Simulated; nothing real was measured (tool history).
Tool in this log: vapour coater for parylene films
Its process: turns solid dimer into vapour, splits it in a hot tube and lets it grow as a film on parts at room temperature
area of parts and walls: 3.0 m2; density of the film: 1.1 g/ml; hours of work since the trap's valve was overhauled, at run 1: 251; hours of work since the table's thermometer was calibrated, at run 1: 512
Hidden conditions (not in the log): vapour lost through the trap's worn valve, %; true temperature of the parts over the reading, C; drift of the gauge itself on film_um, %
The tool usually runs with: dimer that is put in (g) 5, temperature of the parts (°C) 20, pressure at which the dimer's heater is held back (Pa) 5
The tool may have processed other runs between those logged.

run,hour,dimer that is put in (g),temperature of the parts (°C),pressure at which the dimer's heater is held back (Pa),hours of work since the trap's valve was overhauled,hours of work since the table's thermometer was calibrated,thickness of the film (µm)
1,0,5,20,5,251,512,0.755
2,8.9,5,20,4.61,259,520,0.756
3,22.2,5,20,4.61,271,532,0.766
4,42.6,5,20,4.61,289,550,0.77
5,61.7,5,20,4.61,307,567,0.761
6,74.3,5,20,8.73,318,579,0.728
7,86.5,5,20,5,329,590,0.753
8,104.4,5,32,5,345,606,0.553
9,117.6,5,32,5,357,618,0.549
# hour 125.7: trap's valve overhauled
10,131.8,5,32,5,5,627,0.557
11,142.8,5,32,5,15,637,0.558
12,161.1,5,20,5,32,653,0.758
13,172,3,20,5,42,663,0.461
14,190.9,3,12,5,59,680,0.569
15,201.8,5,25,7.77,68,690,0.648
16,216,5,17,5.74,81,702,0.805
17,231.9,5,14,4.55,95,717,0.884
18,247.8,5,14,4.55,110,731,0.886
19,266.9,7,20,7.3,127,748,1.032

Run 20, settings as shown, results not yet in. Your forecast:
20,278.3,7,16,8.56,137,758,?

thickness of the film (µm): 1.128
The same run, on a tool lacking any hidden state, would have yielded thickness of the film (µm) 1.129.

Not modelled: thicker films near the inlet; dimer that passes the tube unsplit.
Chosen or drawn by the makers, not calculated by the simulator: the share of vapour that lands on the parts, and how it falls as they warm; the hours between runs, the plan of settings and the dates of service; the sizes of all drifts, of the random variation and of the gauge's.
